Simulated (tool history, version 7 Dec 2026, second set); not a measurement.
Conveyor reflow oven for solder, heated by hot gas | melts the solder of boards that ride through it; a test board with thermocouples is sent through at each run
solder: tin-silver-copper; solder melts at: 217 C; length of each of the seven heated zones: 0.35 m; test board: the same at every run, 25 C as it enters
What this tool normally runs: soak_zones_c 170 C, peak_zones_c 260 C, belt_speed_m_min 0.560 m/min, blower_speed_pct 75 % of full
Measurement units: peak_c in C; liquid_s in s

run 1 hour=0.0 | soak_zones_c=170 peak_zones_c=260 belt_speed_m_min=0.560 blower_speed_pct=75 | peak_c=241.7 liquid_s=44.3
run 2 hour=16.3 | soak_zones_c=170 peak_zones_c=260 belt_speed_m_min=0.560 blower_speed_pct=75 | peak_c=241.1 liquid_s=44.7
run 3 hour=29.2 | soak_zones_c=177 peak_zones_c=260 belt_speed_m_min=0.560 blower_speed_pct=75 | peak_c=242.0 liquid_s=48.6
run 4 hour=36.1 | soak_zones_c=177 peak_zones_c=260 belt_speed_m_min=0.560 blower_speed_pct=75 | peak_c=242.3 liquid_s=48.6
run 5 hour=48.3 | soak_zones_c=177 peak_zones_c=260 belt_speed_m_min=0.560 blower_speed_pct=75 | peak_c=242.5 liquid_s=47.9
run 6 hour=57.4 | soak_zones_c=177 peak_zones_c=260 belt_speed_m_min=0.560 blower_speed_pct=75 | peak_c=241.6 liquid_s=48.6
run 7 hour=74.7 | soak_zones_c=177 peak_zones_c=260 belt_speed_m_min=0.560 blower_speed_pct=75 | peak_c=243.6 liquid_s=50.4
run 8 hour=89.1 | soak_zones_c=177 peak_zones_c=260 belt_speed_m_min=0.560 blower_speed_pct=75 | peak_c=243.6 liquid_s=49.1
run 9 hour=96.5 | soak_zones_c=177 peak_zones_c=260 belt_speed_m_min=0.560 blower_speed_pct=75 | peak_c=243.6 liquid_s=49.7
run 10 hour=110.5 | soak_zones_c=177 peak_zones_c=260 belt_speed_m_min=0.560 blower_speed_pct=52 | peak_c=238.6 liquid_s=41.3
run 11 hour=125.1 | soak_zones_c=177 peak_zones_c=260 belt_speed_m_min=0.560 blower_speed_pct=52 | peak_c=237.9 liquid_s=41.5
run 12 hour=134.1 | soak_zones_c=177 peak_zones_c=260 belt_speed_m_min=0.560 blower_speed_pct=52 | peak_c=238.3 liquid_s=43.0
run 13 hour=147.2 | soak_zones_c=177 peak_zones_c=267 belt_speed_m_min=0.560 blower_speed_pct=52 | peak_c=243.9 liquid_s=47.6
run 14 hour=154.8 | soak_zones_c=177 peak_zones_c=267 belt_speed_m_min=0.560 blower_speed_pct=52 | peak_c=243.4 liquid_s=48.1
run 15 hour=167.1 | soak_zones_c=177 peak_zones_c=267 belt_speed_m_min=0.560 blower_speed_pct=52 | peak_c=243.7 liquid_s=48.6
run 16 hour=178.3 | soak_zones_c=157 peak_zones_c=270 belt_speed_m_min=0.657 blower_speed_pct=82 | peak_c=242.8 liquid_s=35.1
run 17 hour=185.1 | soak_zones_c=165 peak_zones_c=252 belt_speed_m_min=0.560 blower_speed_pct=75 | peak_c=234.3 liquid_s=35.2
run 18 hour=200.8 | soak_zones_c=165 peak_zones_c=264 belt_speed_m_min=0.497 blower_speed_pct=81 | peak_c=249.0 liquid_s=59.3
run 19 hour=208.9 | soak_zones_c=168 peak_zones_c=264 belt_speed_m_min=0.498 blower_speed_pct=81 | peak_c=249.8 liquid_s=59.6
run 20 hour=220.5 | soak_zones_c=180 peak_zones_c=255 belt_speed_m_min=0.581 blower_speed_pct=81 | peak_c=238.9 liquid_s=44.6
run 21 hour=234.7 | soak_zones_c=170 peak_zones_c=255 belt_speed_m_min=0.560 blower_speed_pct=60 | peak_c=234.5 liquid_s=35.1
run 22 hour=247.3 | soak_zones_c=170 peak_zones_c=255 belt_speed_m_min=0.560 blower_speed_pct=60 | peak_c=234.7 liquid_s=35.3
run 23 hour=262.2 | soak_zones_c=174 peak_zones_c=259 belt_speed_m_min=0.560 blower_speed_pct=53 | peak_c=236.1 liquid_s=39.0
run 24 hour=279.5 | soak_zones_c=172 peak_zones_c=260 belt_speed_m_min=0.572 blower_speed_pct=75 | peak_c=241.1 liquid_s=44.0
run 25 hour=287.4 | soak_zones_c=170 peak_zones_c=265 belt_speed_m_min=0.560 blower_speed_pct=66 | peak_c=243.8 liquid_s=46.1
run 26 hour=301.9 | soak_zones_c=170 peak_zones_c=265 belt_speed_m_min=0.560 blower_speed_pct=66 | peak_c=243.3 liquid_s=45.8
run 27 hour=311.5 | soak_zones_c=156 peak_zones_c=270 belt_speed_m_min=0.554 blower_speed_pct=61 | peak_c=242.7 liquid_s=40.8
run 28 hour=321.3 | soak_zones_c=156 peak_zones_c=270 belt_speed_m_min=0.554 blower_speed_pct=61 | peak_c=243.6 liquid_s=41.3
run 29 hour=337.4 | soak_zones_c=156 peak_zones_c=270 belt_speed_m_min=0.576 blower_speed_pct=54 | peak_c=238.3 liquid_s=34.9
run 30 hour=345.2 | soak_zones_c=170 peak_zones_c=267 belt_speed_m_min=0.509 blower_speed_pct=77 | peak_c=249.7 liquid_s=58.3

Withheld: 3 entries from between the runs. Position of each, and hidden state at the listed run before versus the listed run after:
Logged between run 6 and run 7: flux residue cleaned out of gas plates and filters (hour 67.8)
  heat that the gas passes to the board, % of a clean oven's: 93.5 -> 98.7; belt's true speed, % of the reading: 99.74 -> 99.72; true gas temperature in zones 6 and 7 over the reading, C: -0.35 -> -0.36
  measured value less the no-hidden-state value, peak_c: -2.0 -> -0.5 C; liquid_s: -2.3 -> -0.4 s
Logged between run 17 and run 18: belt drive overhauled, speed set with a stopwatch (hour 190.0)
  heat that the gas passes to the board, % of a clean oven's: 96.8 -> 96.6; belt's true speed, % of the reading: 99.6 -> 99.37; true gas temperature in zones 6 and 7 over the reading, C: -0.46 -> -0.47
  measured value less the no-hidden-state value, peak_c: -1.1 -> -1.2 C; liquid_s: -1.6 -> -0.8 s
Logged between run 23 and run 24: belt drive overhauled, speed set with a stopwatch, once more (hour 267.7)
  heat that the gas passes to the board, % of a clean oven's: 95.6 -> 95.3; belt's true speed, % of the reading: 99.3 -> 99.99; true gas temperature in zones 6 and 7 over the reading, C: -0.53 -> -0.54
  measured value less the no-hidden-state value, peak_c: -1.2 -> -1.7 C; liquid_s: -1.6 -> -2.2 s
